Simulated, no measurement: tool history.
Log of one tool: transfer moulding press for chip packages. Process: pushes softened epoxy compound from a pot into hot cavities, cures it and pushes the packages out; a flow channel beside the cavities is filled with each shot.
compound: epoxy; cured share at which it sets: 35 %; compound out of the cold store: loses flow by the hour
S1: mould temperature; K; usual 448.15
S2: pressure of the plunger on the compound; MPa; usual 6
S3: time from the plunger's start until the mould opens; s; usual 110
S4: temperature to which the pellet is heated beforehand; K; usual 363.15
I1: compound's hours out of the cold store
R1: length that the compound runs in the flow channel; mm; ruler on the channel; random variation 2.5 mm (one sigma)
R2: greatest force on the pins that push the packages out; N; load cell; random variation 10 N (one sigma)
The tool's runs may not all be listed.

run	day	S1	S2	S3	S4	I1	R1	R2
1	0	448.15	6	110	363.15	35.1	569	490
2	0.408	448.15	6	110	363.15	46.2	550	606
3	0.779	448.15	6	110	363.15	9.1	627	676
4	1.021	448.15	6	110	363.15	30.6	582	682
5	1.262	448.15	6.53	110	363.15	15.5	629	723
# day 1.517: cavities cleaned with cleaning compound and waxed
6	1.517	448.15	6.53	110	363.15	38.2	587	481
7	1.962	448.15	6.53	110	363.15	38	583	581
8	2.262	448.15	6.53	110	363.15	35.3	590	629
9	2.696	448.15	6	110	359.15	32.7	570	705
# day 3.2: cavities cleaned with cleaning compound and waxed
10	3.204	448.15	6	110	359.15	45.4	547	459
11	3.638	448.15	6	110	359.15	24.1	585	593
# day 3.742: mould's thermocouples calibrated
12	3.908	448.15	6	110	359.15	16.7	600	649
13	4.112	447.15	6	110	363.15	48	537	664
14	4.312	447.15	6	110	363.15	9.1	621	734
15	4.612	447.15	6	110	363.15	34	571	756
16	4.808	445.15	5.96	110	357.15	27	579	892
# day 4.954: cavities cleaned with cleaning compound and waxed
17	5.217	448.15	6	96	363.15	24.6	584	699
18	5.608	448.15	6	110	371.15	28	576	597

The next listed run, before its measurement:
# day 5.871: mould's thermocouples calibrated, once more
19	6.046	451.15	5.12	110	363.15	18.6	?	?

{"run 19": {"R1": 546, "R2": 580}}
Without the tool's hidden state the same run would have given R1 557 mm, R2 399 N.
